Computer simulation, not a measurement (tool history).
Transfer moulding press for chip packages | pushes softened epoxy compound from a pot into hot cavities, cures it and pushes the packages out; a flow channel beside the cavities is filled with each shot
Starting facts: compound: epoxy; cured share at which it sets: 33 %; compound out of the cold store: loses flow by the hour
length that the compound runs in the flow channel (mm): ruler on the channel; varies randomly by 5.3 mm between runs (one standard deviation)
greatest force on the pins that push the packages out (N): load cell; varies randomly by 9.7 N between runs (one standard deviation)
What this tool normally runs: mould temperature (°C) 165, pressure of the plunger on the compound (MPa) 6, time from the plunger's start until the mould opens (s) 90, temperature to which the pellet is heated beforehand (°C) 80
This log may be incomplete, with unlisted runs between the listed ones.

run,hour,mould temperature (°C),pressure of the plunger on the compound (MPa),time from the plunger's start until the mould opens (s),temperature to which the pellet is heated beforehand (°C),incoming compound's hours out of the cold store,length that the compound runs in the flow channel (mm),greatest force on the pins that push the packages out (N)
1,0,165,6,90,80,13.5,586,460
# hour 3.9: cavities cleaned with cleaning compound and waxed
2,9.4,165,6,90,80,38.2,522,440
3,21.5,167,6,90,80,44,511,396
4,30.8,167,6,90,80,26.1,552,442
5,44.4,165,6,90,80,24.7,559,435
6,58.8,165,6,90,80,18.6,570,447
7,65.9,165,6,90,80,46.2,506,450
8,75.5,165,6,90,80,41.5,514,446
9,82,165,6,90,80,15.7,561,451
10,89.3,165,6,90,80,26.2,554,444
# hour 97.2: cavities cleaned with cleaning compound and waxed
11,99.3,165,6,90,80,22.8,566,435
12,110,169,6,90,80,25.3,538,410
13,119.9,163,6,90,80,26.8,554,490
14,126.5,163,6,90,80,19.4,570,477
15,135.2,163,6,90,80,23.4,568,481
16,148.8,163,6,90,80,37.9,521,480
17,163.5,163,6,90,80,30.9,540,454
18,176.5,161,5.58,90,80,25.5,549,553
19,185.4,165,6,83,80,23.1,547,510
# hour 190.7: cavities cleaned with cleaning compound and waxed
20,195.2,169,4.95,122,80,39.2,470,396
21,208.7,161,5.51,107,80,30.1,525,439
22,215.7,161,5.51,107,80,47.3,483,417
23,227.3,161,5.51,107,80,43.3,497,441
24,236.4,159,7.08,122,85,24,617,425
25,245.8,165,6,84,73,10.9,585,510
26,259.7,165,5.07,72,84,19.4,520,644
27,270.3,165,5.07,86,87,28.5,500,470
# hour 283.8: cavities cleaned with cleaning compound and waxed
28,283.8,165,6,90,71,40,523,437

Consider 4 possible next runs. They are alternatives, not a sequence: every one starts from the tool as it was left by run 28. What does each give?
A,292.5,158,6,90,74,32.9,?,?
B,292.5,165,7.13,90,71,11.6,?,?
C,292.5,169,6,106,76,15.8,?,?
D,292.5,165,5.9,82,90,35.8,?,?

run,length that the compound runs in the flow channel (mm),greatest force on the pins that push the packages out (N)
A,538,662
B,646,454
C,582,394
D,518,475
Take away the tool's hidden state, keep each run's random variation, and the runs would have read:
run,length that the compound runs in the flow channel (mm),greatest force on the pins that push the packages out (N)
A,538,661
B,647,453
C,582,393
D,519,473

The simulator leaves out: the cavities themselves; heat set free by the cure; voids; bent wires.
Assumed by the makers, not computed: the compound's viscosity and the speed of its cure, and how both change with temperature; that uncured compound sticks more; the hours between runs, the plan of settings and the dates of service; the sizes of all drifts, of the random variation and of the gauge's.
